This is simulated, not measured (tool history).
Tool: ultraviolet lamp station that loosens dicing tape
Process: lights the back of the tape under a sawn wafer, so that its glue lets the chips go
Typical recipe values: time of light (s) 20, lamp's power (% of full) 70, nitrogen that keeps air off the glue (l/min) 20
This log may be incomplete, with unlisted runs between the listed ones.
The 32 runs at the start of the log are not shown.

run,hour,time of light (s),lamp's power (% of full),nitrogen that keeps air off the glue (l/min),hours of work of the lamp,hours of work since the window was cleaned,force that peels the tape off (N),light that reached the tape (mJ/cm2)
33,1180.1,20,99,28,1016,309,0.397,506
# hour 1189.2: window cleaned of glue's vapour
34,1202.7,21,75,17,1031,9,0.676,423
35,1252.8,20,69,20,1065,44,0.823,370
36,1288.9,25,92,6,1090,69,0.501,605
37,1342.1,18,70,20,1127,105,0.983,327
38,1375.2,18,77,13,1150,128,1.026,359
39,1406.2,26,62,8,1171,150,0.965,411
40,1435.4,20,70,7,1191,170,1.284,351
41,1486.6,20,70,24,1227,205,0.881,347
42,1534,40,70,20,1259,238,0.264,688
43,1574.5,20,86,20,1287,266,0.652,420
44,1606.5,32,70,12,1309,288,0.463,539

What if the next run were any one of these 3? Each begins from the tool's condition after run 44:
A,1637.1,28,61,10,1331,309,?,?
B,1637.1,32,89,12,1331,309,?,?
C,1637.1,18,70,10,1331,309,?,?

run,force that peels the tape off (N),light that reached the tape (mJ/cm2)
A,0.9,409
B,0.306,679
C,1.459,303
Without the tool's unlogged condition, the same runs would have read:
run,force that peels the tape off (N),light that reached the tape (mJ/cm2)
A,0.468,575
B,0.205,952
C,0.824,425
